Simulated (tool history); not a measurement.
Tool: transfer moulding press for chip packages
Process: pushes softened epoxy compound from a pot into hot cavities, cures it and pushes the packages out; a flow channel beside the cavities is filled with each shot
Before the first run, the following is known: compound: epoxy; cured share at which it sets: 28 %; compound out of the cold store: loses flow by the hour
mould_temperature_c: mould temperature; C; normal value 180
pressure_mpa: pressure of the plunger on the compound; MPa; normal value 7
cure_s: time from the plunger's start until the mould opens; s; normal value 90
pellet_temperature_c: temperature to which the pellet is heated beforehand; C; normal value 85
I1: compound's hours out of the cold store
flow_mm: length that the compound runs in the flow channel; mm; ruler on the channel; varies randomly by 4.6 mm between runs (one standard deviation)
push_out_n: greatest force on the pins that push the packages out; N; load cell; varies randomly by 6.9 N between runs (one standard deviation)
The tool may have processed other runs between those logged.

{"run": 1, "hour": 0.0, "mould_temperature_c": 180, "pressure_mpa": 7, "cure_s": 90, "pellet_temperature_c": 85, "I1": 32.9, "flow_mm": 938, "push_out_n": 403}
{"hour": 17.1, "done": "cavities cleaned with cleaning compound and waxed"}
{"run": 2, "hour": 49.7, "mould_temperature_c": 180, "pressure_mpa": 8.79, "cure_s": 90, "pellet_temperature_c": 85, "I1": 21, "flow_mm": 1098, "push_out_n": 359}
{"run": 3, "hour": 93.2, "mould_temperature_c": 180, "pressure_mpa": 8.79, "cure_s": 83, "pellet_temperature_c": 85, "I1": 47.1, "flow_mm": 984, "push_out_n": 457}
{"hour": 98.5, "done": "cavities cleaned with cleaning compound and waxed"}
{"run": 4, "hour": 122.1, "mould_temperature_c": 180, "pressure_mpa": 8.79, "cure_s": 83, "pellet_temperature_c": 85, "I1": 40.1, "flow_mm": 1013, "push_out_n": 385}
{"run": 5, "hour": 157.3, "mould_temperature_c": 180, "pressure_mpa": 7, "cure_s": 90, "pellet_temperature_c": 90, "I1": 23.1, "flow_mm": 961, "push_out_n": 400}
{"hour": 179.3, "done": "cavities cleaned with cleaning compound and waxed"}
{"run": 6, "hour": 196.7, "mould_temperature_c": 186, "pressure_mpa": 7, "cure_s": 90, "pellet_temperature_c": 90, "I1": 35.6, "flow_mm": 898, "push_out_n": 286}
{"run": 7, "hour": 243.8, "mould_temperature_c": 186, "pressure_mpa": 7, "cure_s": 90, "pellet_temperature_c": 90, "I1": 34.3, "flow_mm": 895, "push_out_n": 351}
{"hour": 257.5, "done": "cavities cleaned with cleaning compound and waxed"}
{"run": 8, "hour": 268.5, "mould_temperature_c": 186, "pressure_mpa": 7, "cure_s": 90, "pellet_temperature_c": 88, "I1": 13.3, "flow_mm": 967, "push_out_n": 267}
{"run": 9, "hour": 296.5, "mould_temperature_c": 186, "pressure_mpa": 8.11, "cure_s": 90, "pellet_temperature_c": 88, "I1": 24.2, "flow_mm": 995, "push_out_n": 322}
{"run": 10, "hour": 324.0, "mould_temperature_c": 186, "pressure_mpa": 8.11, "cure_s": 90, "pellet_temperature_c": 88, "I1": 16.1, "flow_mm": 1028, "push_out_n": 361}
{"hour": 335.8, "done": "cavities cleaned with cleaning compound and waxed"}
{"run": 11, "hour": 349.0, "mould_temperature_c": 186, "pressure_mpa": 8.11, "cure_s": 90, "pellet_temperature_c": 88, "I1": 30.9, "flow_mm": 962, "push_out_n": 277}
{"hour": 368.2, "done": "plunger's sealing rings changed"}
{"run": 12, "hour": 377.8, "mould_temperature_c": 186, "pressure_mpa": 8.11, "cure_s": 90, "pellet_temperature_c": 88, "I1": 34.4, "flow_mm": 984, "push_out_n": 308}
{"run": 13, "hour": 410.2, "mould_temperature_c": 186, "pressure_mpa": 8.11, "cure_s": 99, "pellet_temperature_c": 88, "I1": 14.3, "flow_mm": 1055, "push_out_n": 351}
{"hour": 419.5, "done": "cavities cleaned with cleaning compound and waxed"}
{"run": 14, "hour": 451.1, "mould_temperature_c": 186, "pressure_mpa": 8.11, "cure_s": 99, "pellet_temperature_c": 88, "I1": 27, "flow_mm": 1002, "push_out_n": 297}
{"run": 15, "hour": 476.7, "mould_temperature_c": 184, "pressure_mpa": 6.16, "cure_s": 94, "pellet_temperature_c": 88, "I1": 13.9, "flow_mm": 928, "push_out_n": 353}
{"hour": 499.0, "done": "cavities cleaned with cleaning compound and waxed"}
{"run": 16, "hour": 518.2, "mould_temperature_c": 185, "pressure_mpa": 7, "cure_s": 90, "pellet_temperature_c": 89, "I1": 40.4, "flow_mm": 882, "push_out_n": 289}
{"run": 17, "hour": 539.5, "mould_temperature_c": 185, "pressure_mpa": 7, "cure_s": 90, "pellet_temperature_c": 89, "I1": 29, "flow_mm": 913, "push_out_n": 322}
{"hour": 545.2, "done": "mould's thermocouples calibrated"}
{"run": 18, "hour": 570.3, "mould_temperature_c": 188, "pressure_mpa": 6.24, "cure_s": 90, "pellet_temperature_c": 85, "I1": 11.5, "flow_mm": 923, "push_out_n": 357}
{"hour": 580.5, "done": "cavities cleaned with cleaning compound and waxed"}
{"run": 19, "hour": 600.3, "mould_temperature_c": 188, "pressure_mpa": 6.24, "cure_s": 90, "pellet_temperature_c": 85, "I1": 8.6, "flow_mm": 930, "push_out_n": 292}
{"run": 20, "hour": 639.7, "mould_temperature_c": 188, "pressure_mpa": 6.24, "cure_s": 90, "pellet_temperature_c": 85, "I1": 32.4, "flow_mm": 842, "push_out_n": 337}
{"hour": 662.4, "done": "cavities cleaned with cleaning compound and waxed"}
{"run": 21, "hour": 681.4, "mould_temperature_c": 180, "pressure_mpa": 7, "cure_s": 90, "pellet_temperature_c": 87, "I1": 15.3, "flow_mm": 989, "push_out_n": 336}
{"run": 22, "hour": 715.7, "mould_temperature_c": 180, "pressure_mpa": 7, "cure_s": 111, "pellet_temperature_c": 92, "I1": 46.7, "flow_mm": 865, "push_out_n": 329}
{"run": 23, "hour": 736.1, "mould_temperature_c": 180, "pressure_mpa": 7, "cure_s": 111, "pellet_temperature_c": 92, "I1": 26.1, "flow_mm": 939, "push_out_n": 361}
{"hour": 740.6, "done": "cavities cleaned with cleaning compound and waxed"}
{"hour": 764.9, "done": "plunger's sealing rings changed"}
{"run": 24, "hour": 786.8, "mould_temperature_c": 178, "pressure_mpa": 5.52, "cure_s": 98, "pellet_temperature_c": 90, "I1": 37.4, "flow_mm": 831, "push_out_n": 369}
{"hour": 821.2, "done": "cavities cleaned with cleaning compound and waxed"}
{"run": 25, "hour": 835.3, "mould_temperature_c": 180, "pressure_mpa": 7, "cure_s": 90, "pellet_temperature_c": 78, "I1": 24.5, "flow_mm": 980, "push_out_n": 326}
{"hour": 845.4, "done": "mould's thermocouples calibrated, once more"}
{"run": 26, "hour": 872.1, "mould_temperature_c": 180, "pressure_mpa": 7, "cure_s": 90, "pellet_temperature_c": 78, "I1": 11.8, "flow_mm": 1014, "push_out_n": 385}
{"hour": 903.9, "done": "cavities cleaned with cleaning compound and waxed"}
{"run": 27, "hour": 904.6, "mould_temperature_c": 180, "pressure_mpa": 7, "cure_s": 90, "pellet_temperature_c": 78, "I1": 47.9, "flow_mm": 875, "push_out_n": 281}
{"run": 28, "hour": 936.6, "mould_temperature_c": 180, "pressure_mpa": 7, "cure_s": 90, "pellet_temperature_c": 78, "I1": 46, "flow_mm": 881, "push_out_n": 351}

Below, each run's measurement less what the same run would have read without the hidden state. Both values contain the same run-to-run variation, but the gauge's scatter may not be the same in both:
Hidden state at play: true mould temperature over the reading, C; pressure that reaches the compound, % of what is set; grip of the stained cavities, % over clean ones'; drift of the gauge itself on flow_mm, %; drift of the gauge itself on push_out_n, %.
run=1 flow_mm=-3 push_out_n=+130
run=2 flow_mm=-8 push_out_n=+78
run=3 flow_mm=-10 push_out_n=+156
run=4 flow_mm=-13 push_out_n=+68
run=5 flow_mm=-16 push_out_n=+120
run=6 flow_mm=-17 push_out_n=+42
run=7 flow_mm=-20 push_out_n=+112
run=8 flow_mm=-24 push_out_n=+27
run=9 flow_mm=-27 push_out_n=+74
run=10 flow_mm=-31 push_out_n=+109
run=11 flow_mm=-31 push_out_n=+28
run=12 flow_mm=-1 push_out_n=+71
run=13 flow_mm=-4 push_out_n=+111
run=14 flow_mm=-7 push_out_n=+62
run=15 flow_mm=-8 push_out_n=+104
run=16 flow_mm=-11 push_out_n=+44
run=17 flow_mm=-13 push_out_n=+80
run=18 flow_mm=-15 push_out_n=+112
run=19 flow_mm=-17 push_out_n=+44
run=20 flow_mm=-19 push_out_n=+101
run=21 flow_mm=-24 push_out_n=+55
run=22 flow_mm=-25 push_out_n=+92
run=23 flow_mm=-28 push_out_n=+118
run=24 flow_mm=+1 push_out_n=+98
run=25 flow_mm=-2 push_out_n=+47
run=26 flow_mm=-8 push_out_n=+102
run=27 flow_mm=-9 push_out_n=+4
run=28 flow_mm=-11 push_out_n=+75

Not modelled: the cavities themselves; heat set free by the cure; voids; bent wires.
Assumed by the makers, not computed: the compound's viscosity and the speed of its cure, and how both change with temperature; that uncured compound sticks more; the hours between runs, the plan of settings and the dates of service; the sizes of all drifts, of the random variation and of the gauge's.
